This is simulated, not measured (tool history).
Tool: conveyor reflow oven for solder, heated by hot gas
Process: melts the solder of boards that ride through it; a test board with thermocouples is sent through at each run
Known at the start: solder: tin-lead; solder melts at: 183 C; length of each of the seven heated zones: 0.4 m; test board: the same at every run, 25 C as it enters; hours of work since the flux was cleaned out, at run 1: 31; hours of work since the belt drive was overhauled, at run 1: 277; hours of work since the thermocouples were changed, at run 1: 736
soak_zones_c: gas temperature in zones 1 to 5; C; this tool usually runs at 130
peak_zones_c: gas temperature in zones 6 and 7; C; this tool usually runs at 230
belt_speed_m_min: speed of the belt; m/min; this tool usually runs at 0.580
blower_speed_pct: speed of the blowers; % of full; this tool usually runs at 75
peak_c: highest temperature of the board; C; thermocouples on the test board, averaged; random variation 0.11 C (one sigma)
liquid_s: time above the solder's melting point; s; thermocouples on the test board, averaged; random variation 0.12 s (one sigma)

run	hour	soak_zones_c	peak_zones_c	belt_speed_m_min	blower_speed_pct	hours of work since the flux was cleaned out	hours of work since the belt drive was overhauled	hours of work since the thermocouples were changed	peak_c	liquid_s
1	0.0	130	230	0.580	75	31	277	736	214.0	56.7
2	15.8	130	230	0.580	75	38	284	744	214.0	56.9
3	27.4	130	230	0.580	75	44	290	749	214.2	56.5
4	43.9	130	230	0.580	64	52	298	757	210.4	51.8
5	63.6	130	245	0.580	64	61	308	767	222.8	63.1
6	82.1	130	245	0.580	64	70	316	776	222.7	63.0
7	92.0	130	245	0.580	64	75	321	781	222.6	63.2
8	102.4	130	245	0.580	64	80	326	786	222.6	63.0
9	120.8	130	245	0.580	64	89	335	794	222.4	63.0
10	139.6	130	245	0.580	64	98	344	804	222.3	62.9
11	152.9	130	245	0.580	64	104	351	810	222.4	62.9
12	163.9	130	245	0.580	64	110	356	815	222.4	62.9
# hour 170.5: flux residue cleaned out of gas plates and filters
13	178.7	143	245	0.580	87	4	361	820	231.5	74.4
14	193.6	132	219	0.633	75	11	368	827	201.5	38.7
15	210.6	139	219	0.633	64	19	376	835	199.5	37.2
16	222.4	140	230	0.580	54	25	382	841	207.8	52.0
17	243.6	116	230	0.580	61	35	392	851	205.1	41.3
18	259.4	131	230	0.580	72	43	400	859	212.3	54.9
# hour 270.8: flux residue cleaned out of gas plates and filters, once more
19	274.7	131	230	0.580	72	2	405	864	213.9	56.8
20	287.7	132	225	0.631	54	8	411	870	199.8	34.5
21	305.7	132	219	0.488	54	17	420	879	204.0	55.0
22	323.8	141	236	0.574	64	26	428	888	218.6	65.0
23	336.8	141	236	0.574	64	32	435	894	218.3	64.8

Each row is a separate what-if for the run after 23, all from the same tool condition, not one after another. Results?
A	353.1	130	230	0.524	65	40	443	902	?	?
B	353.1	141	235	0.665	64	40	443	902	?	?
C	353.1	141	236	0.574	81	40	443	902	?	?
D	353.1	119	236	0.574	64	40	443	902	?	?
E	353.1	119	236	0.574	64	40	443	902	?	?

run	peak_c	liquid_s
A	214.5	63.6
B	212.4	49.7
C	223.4	69.2
D	214.0	53.0
E	214.1	53.1
With the hidden condition removed and each run's random variation left untouched, the same runs would have given:
run	peak_c	liquid_s
A	213.7	62.3
B	211.8	48.7
C	222.6	68.2
D	213.3	51.9
E	213.3	52.0
